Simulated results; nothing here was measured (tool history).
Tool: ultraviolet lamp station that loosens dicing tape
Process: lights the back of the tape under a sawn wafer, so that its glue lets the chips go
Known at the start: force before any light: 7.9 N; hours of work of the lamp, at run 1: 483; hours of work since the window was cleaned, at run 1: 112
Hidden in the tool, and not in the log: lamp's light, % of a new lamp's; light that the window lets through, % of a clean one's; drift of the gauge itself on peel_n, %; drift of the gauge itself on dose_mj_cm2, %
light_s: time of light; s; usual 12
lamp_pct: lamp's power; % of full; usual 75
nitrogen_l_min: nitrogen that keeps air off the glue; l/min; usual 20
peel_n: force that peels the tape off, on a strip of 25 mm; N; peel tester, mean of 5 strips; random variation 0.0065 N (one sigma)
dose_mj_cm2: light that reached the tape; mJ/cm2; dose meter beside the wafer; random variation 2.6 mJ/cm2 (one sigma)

run,hour,light_s,lamp_pct,nitrogen_l_min,hours of work of the lamp,hours of work since the window was cleaned,peel_n,dose_mj_cm2
1,0.0,12,75,20,483,112,0.218,338
2,38.2,12,75,20,505,135,0.205,339
3,89.9,12,75,7,535,165,0.490,342
4,119.1,12,75,7,551,181,0.486,341
5,182.5,12,75,20,588,218,0.208,336
6,243.3,12,75,20,623,253,0.211,339
7,308.0,12,75,20,661,291,0.215,337
8,363.7,12,75,20,693,323,0.211,337
9,428.9,12,75,20,731,361,0.199,338
10,464.8,12,75,18,751,381,0.220,338
11,528.2,12,75,20,788,418,0.206,341
12,576.9,8,65,20,816,446,0.750,195
13,612.9,19,71,20,837,467,0.115,502
14,650.0,19,71,11,859,489,0.138,510
15,695.6,19,71,11,885,515,0.142,512
16,747.4,19,71,11,915,545,0.146,504
17,790.1,13,60,30,940,570,0.219,297
# hour 824.6: window cleaned of glue's vapour
18,845.1,13,60,21,971,12,0.285,295
19,890.8,13,60,21,998,38,0.278,291
20,952.2,13,60,21,1033,74,0.290,298
21,991.1,19,70,21,1056,96,0.120,499

Forecast each of these 3 alternatives for the next run:
A,1019.8,12,74,20,1072,113,?,?
B,1019.8,19,76,15,1072,113,?,?
C,1019.8,19,70,20,1072,113,?,?

run,peel_n,dose_mj_cm2
A,0.223,335
B,0.124,545
C,0.123,505
Without the tool's hidden state the same runs would have given:
run,peel_n,dose_mj_cm2
A,0.222,336
B,0.124,546
C,0.123,506

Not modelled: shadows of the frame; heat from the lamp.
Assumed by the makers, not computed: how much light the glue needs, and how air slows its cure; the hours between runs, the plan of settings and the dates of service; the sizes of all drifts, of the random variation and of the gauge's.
